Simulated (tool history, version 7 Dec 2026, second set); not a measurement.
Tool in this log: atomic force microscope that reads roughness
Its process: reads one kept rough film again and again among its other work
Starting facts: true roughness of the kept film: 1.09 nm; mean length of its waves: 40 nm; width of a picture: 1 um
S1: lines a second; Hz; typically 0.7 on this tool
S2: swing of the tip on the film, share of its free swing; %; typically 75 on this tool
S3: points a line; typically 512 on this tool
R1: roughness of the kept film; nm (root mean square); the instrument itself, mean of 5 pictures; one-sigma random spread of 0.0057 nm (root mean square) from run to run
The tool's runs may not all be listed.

run   hour     S1  S2   S3     R1
  1      0    0.7  75  512  1.007
  2   17.2    0.7  75  512      1
  3     26    0.7  75  512  0.998
  4   38.6    0.7  63  512   1.03
  5   54.4    0.7  63  512  1.031
  6   64.5  1.327  75  512  0.955
  7   77.6  1.327  75  512  0.956
  8   94.5  0.858  75  512  0.995
  9  112.4  1.387  63  695  1.013
 10  127.8  1.387  63  695  0.998
 11  147.9  1.387  63  695      1
 12  168.5  0.551  64  926  1.028
 13  180.8  0.911  55  389  1.042

What if the next run were any one of these 5? Each begins from the tool's condition after run 13:
  A   192  2.994  80  512   ?
  B   192  2.256  55  257   ?
  C   192    0.7  75  692   ?
  D   192  0.911  55  464   ?
  E   192  2.458  76  810   ?

run     R1
  A  0.813
  B  1.006
  C  1.001
  D  1.024
  E  0.878
Without the tool's unlogged condition, the same runs would have read:
run     R1
  A  0.814
  B  1.008
  C  1.003
  D  1.027
  E   0.88

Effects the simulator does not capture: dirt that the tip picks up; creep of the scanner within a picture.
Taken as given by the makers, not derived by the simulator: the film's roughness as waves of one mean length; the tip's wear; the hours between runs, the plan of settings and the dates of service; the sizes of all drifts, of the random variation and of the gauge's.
